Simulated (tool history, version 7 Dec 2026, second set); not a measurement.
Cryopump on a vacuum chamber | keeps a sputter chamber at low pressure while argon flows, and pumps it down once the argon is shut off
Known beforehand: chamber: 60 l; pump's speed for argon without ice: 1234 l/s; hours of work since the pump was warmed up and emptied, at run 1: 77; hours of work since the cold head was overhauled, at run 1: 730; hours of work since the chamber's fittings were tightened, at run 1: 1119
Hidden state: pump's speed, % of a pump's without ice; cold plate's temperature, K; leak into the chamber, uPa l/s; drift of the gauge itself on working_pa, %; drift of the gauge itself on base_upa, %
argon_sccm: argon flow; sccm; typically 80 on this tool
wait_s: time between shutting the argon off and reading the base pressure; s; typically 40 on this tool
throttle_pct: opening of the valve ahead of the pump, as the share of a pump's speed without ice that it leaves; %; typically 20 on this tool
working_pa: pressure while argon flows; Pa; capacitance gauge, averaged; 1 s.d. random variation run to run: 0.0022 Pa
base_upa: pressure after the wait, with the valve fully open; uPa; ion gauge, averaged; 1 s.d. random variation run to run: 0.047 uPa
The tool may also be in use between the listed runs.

run,hour,argon_sccm,wait_s,throttle_pct,hours of work since the pump was warmed up and emptied,hours of work since the cold head was overhauled,hours of work since the chamber's fittings were tightened,working_pa,base_upa
1,0,80,40,20,77,730,1119,0.5505,4.3
2,60.2,80,40,55,102,754,1143,0.2057,4.29
3,125.7,80,40,55,128,781,1170,0.205,4.49
4,158.4,80,21,20,141,794,1183,0.5546,6.46
5,212.9,80,21,20,164,816,1205,0.5554,6.7
6,279.2,80,40,20,191,843,1232,0.5579,4.4
7,334.7,80,40,20,213,866,1255,0.5557,4.44
8,400.1,80,40,20,240,892,1282,0.5542,4.51
9,463.7,80,40,20,266,918,1307,0.562,4.76
10,499.9,80,40,20,280,933,1322,0.5609,4.66
11,530,89,40,20,293,945,1334,0.6236,4.63
12,585.3,69,40,20,315,968,1357,0.4827,4.64
13,653,69,40,20,343,995,1384,0.4845,4.8
14,720,69,40,20,370,1022,1412,0.4863,4.83
15,779.6,69,40,20,394,1047,1436,0.4838,4.87
16,845.9,80,40,20,421,1074,1463,0.5682,4.82
17,884.1,80,40,20,437,1089,1478,0.5661,4.88
18,920.5,80,40,20,451,1104,1493,0.5606,5.1
19,984.4,69,191,16,477,1130,1519,0.6031,3.04
20,1051.9,69,191,16,505,1157,1547,0.6041,3.16
21,1108.2,155,35,17,528,1180,1569,1.2946,5.55
22,1166.9,43,63,20,552,1204,1593,0.3057,4.3
23,1203,43,63,20,566,1219,1608,0.3071,4.37
24,1250.4,80,41,16,586,1238,1627,0.7154,5.23
25,1294.1,80,41,16,603,1256,1645,0.7137,5.18
26,1327.9,80,41,16,617,1270,1659,0.71,5.44
27,1365.1,67,41,21,632,1285,1674,0.4552,5.3
# hour 1417: pump warmed up, emptied and cooled again
28,1427.1,67,41,20,4,1308,1697,0.463,4.87
29,1489.4,77,34,20,29,1333,1722,0.5254,5.47
30,1548.2,135,34,37,53,1357,1746,0.5075,5.55
31,1588.1,55,24,15,70,1373,1763,0.5064,6.79
32,1657.8,80,270,20,98,1402,1791,0.5522,2.85
33,1690,154,256,20,111,1415,1804,1.0721,2.97
34,1723.7,154,256,20,125,1428,1818,1.0646,3.02
35,1778.8,97,31,17,147,1451,1840,0.7911,5.94

Predict each of these 3 candidate next runs independently; none follows another, all start after run 35:
A,1828.6,107,40,45,167,1471,1860,?,?
B,1828.6,103,31,30,167,1471,1860,?,?
C,1828.6,36,46,50,167,1471,1860,?,?

run,working_pa,base_upa
A,0.3359,5.16
B,0.4807,6.05
C,0.1029,4.84
Without the tool's unlogged condition, the same runs would have read:
run,working_pa,base_upa
A,0.3255,2.74
B,0.4707,3.58
C,0.0994,2.43

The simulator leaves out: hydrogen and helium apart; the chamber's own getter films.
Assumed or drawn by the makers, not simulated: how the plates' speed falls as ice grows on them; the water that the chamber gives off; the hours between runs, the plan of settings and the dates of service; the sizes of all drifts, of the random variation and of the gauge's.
